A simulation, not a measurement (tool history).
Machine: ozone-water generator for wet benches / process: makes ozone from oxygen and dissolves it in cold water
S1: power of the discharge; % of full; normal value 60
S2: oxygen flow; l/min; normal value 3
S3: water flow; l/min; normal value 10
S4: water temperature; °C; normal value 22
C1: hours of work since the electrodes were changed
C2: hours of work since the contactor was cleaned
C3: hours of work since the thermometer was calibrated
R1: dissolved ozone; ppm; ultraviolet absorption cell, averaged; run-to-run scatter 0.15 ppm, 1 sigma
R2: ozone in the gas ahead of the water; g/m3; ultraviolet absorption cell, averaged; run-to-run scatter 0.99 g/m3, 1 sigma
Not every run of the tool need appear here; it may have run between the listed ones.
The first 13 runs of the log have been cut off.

Run 14, hour 466.2: usual settings but S2 4.08 l/min; C1 709; C2 4302; C3 2769. Result: R1 18.7 ppm, R2 150.2 g/m3.
Run 15, hour 514.8: usual settings; C1 742; C2 4335; C3 2802. Result: R1 18.3 ppm, R2 168 g/m3.
At hour 518.5: water thermometer calibrated.
Run 16, hour 554.6: usual settings; C1 769; C2 4362; C3 24. Result: R1 18.4 ppm, R2 167.3 g/m3.
Run 17, hour 581.6: usual settings; C1 787; C2 4380; C3 43. Result: R1 18.5 ppm, R2 167.6 g/m3.
Run 18, hour 603: usual settings but S1 43 % of full; C1 802; C2 4394; C3 57. Result: R1 13.6 ppm, R2 123.8 g/m3.
Run 19, hour 627.8: usual settings but S3 12 l/min; C1 818; C2 4411; C3 74. Result: R1 16.1 ppm, R2 168.1 g/m3.
Run 20, hour 668.3: usual settings but S1 95 % of full, S3 12 l/min; C1 846; C2 4439; C3 101. Result: R1 24.7 ppm, R2 255.8 g/m3.
Run 21, hour 701.4: usual settings but S1 95 % of full, S3 12 l/min; C1 868; C2 4461; C3 124. Result: R1 24.4 ppm, R2 254.1 g/m3.
Run 22, hour 744.3: usual settings but S1 48 % of full, S3 7 l/min, S4 26 °C; C1 897; C2 4490; C3 153. Result: R1 17.2 ppm, R2 139.2 g/m3.
At hour 752.8: water thermometer calibrated, once more.
Run 23, hour 785.8: usual settings but S1 48 % of full, S2 1.59 l/min, S3 11 l/min, S4 26 °C; C1 925; C2 4518; C3 22. Result: R1 12 ppm, R2 176.7 g/m3.
Run 24, hour 827.3: usual settings but S1 48 % of full, S2 1.59 l/min, S3 11 l/min, S4 26 °C; C1 953; C2 4546; C3 50. Result: R1 11.9 ppm, R2 175.2 g/m3.
Run 25, hour 859.5: usual settings but S3 7 l/min, S4 15 °C; C1 975; C2 4568; C3 72. Result: R1 26.4 ppm, R2 167.4 g/m3.
Run 26, hour 897.5: usual settings but S3 9 l/min, S4 17 °C; C1 1000; C2 4593; C3 98. Result: R1 21.7 ppm, R2 169.6 g/m3.
Run 27, hour 937.1: usual settings but S3 9 l/min, S4 17 °C; C1 1027; C2 4620; C3 125. Result: R1 21.6 ppm, R2 166.8 g/m3.
Run 28, hour 980.5: usual settings but S3 9 l/min, S4 17 °C; C1 1056; C2 4649; C3 154. Result: R1 21.7 ppm, R2 165.2 g/m3.
Run 29, hour 1021.8: usual settings but S1 64 % of full, S3 9 l/min, S4 19 °C; C1 1084; C2 4677; C3 182. Result: R1 22.1 ppm, R2 176.5 g/m3.
Run 30, hour 1067.3: usual settings but S1 64 % of full, S3 9 l/min, S4 19 °C; C1 1115; C2 4708; C3 213. Result: R1 22.2 ppm, R2 175.8 g/m3.
Run 31, hour 1114.4: usual settings but S1 94 % of full, S2 2.19 l/min, S3 7 l/min, S4 24 °C; C1 1147; C2 4740; C3 244. Result: R1 33.1 ppm, R2 283.5 g/m3.
Run 32, hour 1141.6: usual settings but S1 73 % of full, S2 2.19 l/min, S3 7 l/min, S4 24 °C; C1 1165; C2 4758; C3 263. Result: R1 26.3 ppm, R2 226.2 g/m3.
Run 33, hour 1171.5: usual settings but S1 57 % of full, S2 2.26 l/min, S3 7 l/min, S4 30 °C; C1 1185; C2 4778; C3 283. Result: R1 18.8 ppm, R2 177.4 g/m3.

What if the next run were any one of these 4? Each begins from the tool's condition after run 33:
Run A, hour 1208.9: usual settings but S3 14 l/min, S4 20 °C; C1 1211; C2 4804; C3 308. Result: R1 ?, R2 ?.
Run B, hour 1208.9: usual settings but S1 62 % of full, S2 4.92 l/min; C1 1211; C2 4804; C3 308. Result: R1 ?, R2 ?.
Run C, hour 1208.9: usual settings but S3 7 l/min, S4 14 °C; C1 1211; C2 4804; C3 308. Result: R1 ?, R2 ?.
Run D, hour 1208.9: usual settings but S3 12 l/min, S4 14 °C; C1 1211; C2 4804; C3 308. Result: R1 ?, R2 ?.

run    R1     R2
  A  14.4  168.3
  B  19.2  141.8
  C  26.9  166.7
  D    18  167.2
What these runs would have given with no unlogged condition in the tool:
run    R1     R2
  A  15.5  171.2
  B  20.5  144.3
  C  28.5  169.5
  D  19.2    170
